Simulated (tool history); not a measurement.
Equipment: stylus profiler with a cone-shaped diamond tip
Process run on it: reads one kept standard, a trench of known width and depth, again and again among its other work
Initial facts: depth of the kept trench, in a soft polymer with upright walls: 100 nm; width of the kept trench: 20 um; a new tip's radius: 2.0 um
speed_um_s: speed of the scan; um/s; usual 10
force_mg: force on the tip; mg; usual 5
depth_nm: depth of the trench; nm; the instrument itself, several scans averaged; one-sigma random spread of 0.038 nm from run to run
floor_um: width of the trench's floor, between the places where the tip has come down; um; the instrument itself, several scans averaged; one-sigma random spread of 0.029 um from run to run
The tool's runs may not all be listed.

run 1 day=0 | speed_um_s=10 force_mg=5 | depth_nm=101.94 floor_um=18.68
run 2 day=1.629 | speed_um_s=10 force_mg=5 | depth_nm=101.92 floor_um=18.71
run 3 day=4.554 | speed_um_s=10 force_mg=6.03 | depth_nm=102.15 floor_um=18.66
run 4 day=8.454 | speed_um_s=10 force_mg=5 | depth_nm=101.88 floor_um=18.59
run 5 day=11.308 | speed_um_s=10 force_mg=5 | depth_nm=101.85 floor_um=18.62
run 6 day=14.429 | speed_um_s=10 force_mg=5 | depth_nm=101.95 floor_um=18.75
run 7 day=17.371 | speed_um_s=10 force_mg=2.79 | depth_nm=101.24 floor_um=18.61
run 8 day=19.854 | speed_um_s=10 force_mg=6.1 | depth_nm=102.16 floor_um=18.65
run 9 day=21.475 | speed_um_s=10 force_mg=6.1 | depth_nm=102.17 floor_um=18.61
run 10 day=25.321 | speed_um_s=6 force_mg=5 | depth_nm=101.88 floor_um=18.66
run 11 day=29.2 | speed_um_s=10 force_mg=5 | depth_nm=101.82 floor_um=18.63
run 12 day=31.4 | speed_um_s=10 force_mg=5 | depth_nm=101.83 floor_um=18.59
run 13 day=33.479 | speed_um_s=10 force_mg=5 | depth_nm=101.9 floor_um=18.69
run 14 day=37.175 | speed_um_s=10 force_mg=5 | depth_nm=101.77 floor_um=18.63
run 15 day=39.65 | speed_um_s=10 force_mg=5 | depth_nm=101.8 floor_um=18.62
run 16 day=41.912 | speed_um_s=10 force_mg=6.61 | depth_nm=102.21 floor_um=18.64
run 17 day=44.275 | speed_um_s=36 force_mg=5 | depth_nm=101.76 floor_um=18.57
run 18 day=47.933 | speed_um_s=36 force_mg=5 | depth_nm=101.75 floor_um=18.54
run 19 day=51.35 | speed_um_s=36 force_mg=5 | depth_nm=101.71 floor_um=18.47
run 20 day=53.754 | speed_um_s=36 force_mg=5 | depth_nm=101.75 floor_um=18.51
run 21 day=56.212 | speed_um_s=36 force_mg=5 | depth_nm=101.75 floor_um=18.53
-- day=56.496 height scale calibrated on a step standard
run 22 day=59.562 | speed_um_s=10 force_mg=10.56 | depth_nm=102.92 floor_um=18.57
run 23 day=61.371 | speed_um_s=2 force_mg=5 | depth_nm=101.57 floor_um=18.62
run 24 day=64.125 | speed_um_s=2 force_mg=5 | depth_nm=101.56 floor_um=18.67
run 25 day=66.792 | speed_um_s=4 force_mg=3.74 | depth_nm=101.23 floor_um=18.59
run 26 day=68.683 | speed_um_s=10 force_mg=3.16 | depth_nm=101 floor_um=18.52
run 27 day=72.017 | speed_um_s=21 force_mg=3.88 | depth_nm=101.23 floor_um=18.55
run 28 day=73.788 | speed_um_s=11 force_mg=1.98 | depth_nm=100.67 floor_um=18.57
-- day=76.7 height scale calibrated on a step standard, once more
run 29 day=76.721 | speed_um_s=11 force_mg=1.98 | depth_nm=101.11 floor_um=18.56
run 30 day=79.929 | speed_um_s=12 force_mg=1.98 | depth_nm=101.18 floor_um=18.52
run 31 day=82.833 | speed_um_s=12 force_mg=1.98 | depth_nm=101.1 floor_um=18.53
run 32 day=85.888 | speed_um_s=12 force_mg=1.98 | depth_nm=101.06 floor_um=18.55
run 33 day=88.896 | speed_um_s=14 force_mg=1.67 | depth_nm=100.85 floor_um=18.48
run 34 day=90.992 | speed_um_s=19 force_mg=5.71 | depth_nm=102.17 floor_um=18.51
run 35 day=93.842 | speed_um_s=19 force_mg=3.95 | depth_nm=101.7 floor_um=18.57
run 36 day=96.567 | speed_um_s=19 force_mg=3.95 | depth_nm=101.74 floor_um=18.53
run 37 day=99.279 | speed_um_s=19 force_mg=3.95 | depth_nm=101.67 floor_um=18.49
run 38 day=103.229 | speed_um_s=19 force_mg=3.95 | depth_nm=101.65 floor_um=18.47
run 39 day=104.862 | speed_um_s=13 force_mg=4.46 | depth_nm=101.75 floor_um=18.5
run 40 day=107.433 | speed_um_s=22 force_mg=3.09 | depth_nm=101.4 floor_um=18.47
run 41 day=110.604 | speed_um_s=22 force_mg=3.09 | depth_nm=101.36 floor_um=18.5
run 42 day=114.192 | speed_um_s=4 force_mg=5.42 | depth_nm=102.04 floor_um=18.57
run 43 day=117.821 | speed_um_s=4 force_mg=5.42 | depth_nm=101.97 floor_um=18.59
run 44 day=120.342 | speed_um_s=4 force_mg=5.42 | depth_nm=102.01 floor_um=18.56
run 45 day=122.658 | speed_um_s=4 force_mg=5.42 | depth_nm=102.03 floor_um=18.57
run 46 day=126.542 | speed_um_s=4 force_mg=5.42 | depth_nm=101.92 floor_um=18.58
run 47 day=128.842 | speed_um_s=4 force_mg=5.42 | depth_nm=101.97 floor_um=18.46

Each row is a separate what-if for the run after 47, all from the same tool condition, not one after another. Results?
run A day=132.092 | speed_um_s=4 force_mg=3.27 | depth_nm=? floor_um=?
run B day=132.092 | speed_um_s=2 force_mg=2.84 | depth_nm=? floor_um=?
run C day=132.092 | speed_um_s=2 force_mg=9.31 | depth_nm=? floor_um=?

run=A depth_nm=101.33 floor_um=18.51
run=B depth_nm=101.13 floor_um=18.56
run=C depth_nm=102.89 floor_um=18.55
Without the tool's unlogged condition, the same runs would have read:
run=A depth_nm=101.59 floor_um=18.73
run=B depth_nm=101.4 floor_um=18.78
run=C depth_nm=103.16 floor_um=18.77
